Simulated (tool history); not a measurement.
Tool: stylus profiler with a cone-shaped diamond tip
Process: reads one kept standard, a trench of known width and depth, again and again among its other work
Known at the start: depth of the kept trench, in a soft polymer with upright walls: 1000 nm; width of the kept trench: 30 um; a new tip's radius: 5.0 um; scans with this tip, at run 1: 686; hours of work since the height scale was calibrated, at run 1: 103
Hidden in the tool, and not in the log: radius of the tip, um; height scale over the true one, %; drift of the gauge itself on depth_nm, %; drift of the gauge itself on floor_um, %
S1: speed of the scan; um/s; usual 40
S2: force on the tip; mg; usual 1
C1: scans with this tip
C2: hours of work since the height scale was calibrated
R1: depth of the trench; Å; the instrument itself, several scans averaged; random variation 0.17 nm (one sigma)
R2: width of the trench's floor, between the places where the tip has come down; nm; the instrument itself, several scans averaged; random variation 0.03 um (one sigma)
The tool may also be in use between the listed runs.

run 1 hour=0 | S1=40 S2=1 | C1=686 C2=103 | R1=10056.6 R2=23560
run 2 hour=30.5 | S1=40 S2=1 | C1=781 C2=117 | R1=10054.2 R2=23520
run 3 hour=68.5 | S1=40 S2=1 | C1=899 C2=135 | R1=10053.2 R2=23510
run 4 hour=111.5 | S1=40 S2=1 | C1=1032 C2=155 | R1=10052.5 R2=23440
run 5 hour=131.9 | S1=40 S2=1 | C1=1095 C2=164 | R1=10054.9 R2=23450
run 6 hour=159.3 | S1=40 S2=1 | C1=1180 C2=177 | R1=10053.5 R2=23440
run 7 hour=178.3 | S1=40 S2=1.59 | C1=1239 C2=186 | R1=10072 R2=23500
run 8 hour=215.5 | S1=40 S2=1.59 | C1=1355 C2=203 | R1=10076.5 R2=23500
run 9 hour=245.8 | S1=40 S2=1.59 | C1=1449 C2=218 | R1=10072.1 R2=23480
run 10 hour=265 | S1=40 S2=1 | C1=1508 C2=226 | R1=10053.3 R2=23350
run 11 hour=304.2 | S1=40 S2=1 | C1=1630 C2=245 | R1=10054.3 R2=23310
run 12 hour=347.8 | S1=40 S2=1 | C1=1765 C2=265 | R1=10052.7 R2=23310
run 13 hour=374.8 | S1=135 S2=0.67 | C1=1849 C2=278 | R1=10035.2 R2=22300
run 14 hour=400.4 | S1=80 S2=0.98 | C1=1928 C2=290 | R1=10050.4 R2=22980
run 15 hour=432.9 | S1=12 S2=1.23 | C1=2029 C2=305 | R1=10060.7 R2=23490
run 16 hour=463.6 | S1=12 S2=1.23 | C1=2124 C2=319 | R1=10062.1 R2=23500
run 17 hour=498 | S1=22 S2=2.69 | C1=2231 C2=335 | R1=10102.2 R2=23430
run 18 hour=538.9 | S1=106 S2=0.41 | C1=2358 C2=354 | R1=10025.2 R2=22210
run 19 hour=578.6 | S1=106 S2=1.63 | C1=2481 C2=373 | R1=10071.8 R2=22850
run 20 hour=605.8 | S1=21 S2=0.89 | C1=2565 C2=385 | R1=10048.1 R2=23290
run 21 hour=633.2 | S1=28 S2=1.95 | C1=2650 C2=398 | R1=10083.4 R2=23360

3 ways to go on from here, each from the tool as it stands after run 21. What would each give?
run A hour=679.5 | S1=28 S2=2.74 | C1=2794 C2=420 | R1=? R2=?
run B hour=679.5 | S1=28 S2=0.51 | C1=2794 C2=420 | R1=? R2=?
run C hour=679.5 | S1=81 S2=2.97 | C1=2794 C2=420 | R1=? R2=?

run=A R1=10104.7 R2=23320
run=B R1=10031.1 R2=23140
run=C R1=10108.4 R2=23100
Without the tool's hidden state the same runs would have given:
run=A R1=10108.4 R2=23860
run=B R1=10034.8 R2=23680
run=C R1=10112.1 R2=23650
